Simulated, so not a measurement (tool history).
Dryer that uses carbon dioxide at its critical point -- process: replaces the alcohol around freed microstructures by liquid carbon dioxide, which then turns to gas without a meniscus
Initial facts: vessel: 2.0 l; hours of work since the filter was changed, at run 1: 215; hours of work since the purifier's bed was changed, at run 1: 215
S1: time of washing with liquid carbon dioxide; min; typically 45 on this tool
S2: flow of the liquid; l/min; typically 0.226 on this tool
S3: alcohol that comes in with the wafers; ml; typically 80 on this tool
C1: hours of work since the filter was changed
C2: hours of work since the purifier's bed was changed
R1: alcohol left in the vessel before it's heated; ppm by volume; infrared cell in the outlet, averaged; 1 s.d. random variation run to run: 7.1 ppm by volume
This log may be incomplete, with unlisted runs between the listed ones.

run	hour	S1	S2	S3	C1	C2	R1
1	0.0	45	0.226	80	215	215	425
2	7.6	45	0.226	80	220	220	437
3	15.9	45	0.226	80	226	226	443
4	24.0	45	0.226	80	232	232	451
5	37.3	45	0.226	80	241	241	450
6	44.4	45	0.226	81	246	246	455
7	55.9	45	0.226	81	253	253	471
8	68.4	45	0.226	81	262	262	470
9	74.7	45	0.226	80	266	266	479
10	88.4	45	0.226	80	276	276	468
11	99.4	45	0.226	80	283	283	474
12	109.7	45	0.226	80	290	290	466
13	124.2	45	0.226	80	300	300	476
14	138.5	37	0.226	80	310	310	1049
# hour 146.8: inlet filter changed
15	147.3	64	0.263	80	0	315	39
16	153.5	55	0.226	41	5	320	86
17	163.9	55	0.226	41	12	327	84
18	178.1	55	0.226	41	21	337	88
19	187.0	55	0.226	72	28	343	135
20	199.5	46	0.226	72	36	351	324
21	205.6	45	0.173	72	40	356	1019

Run 22 is up next; what results do you expect?
22	219.8	45	0.191	72	50	365	?

{"run 22": {"R1": 702}}
Minus the tool's unlogged condition, the same run would have read R1 631 ppm by volume.
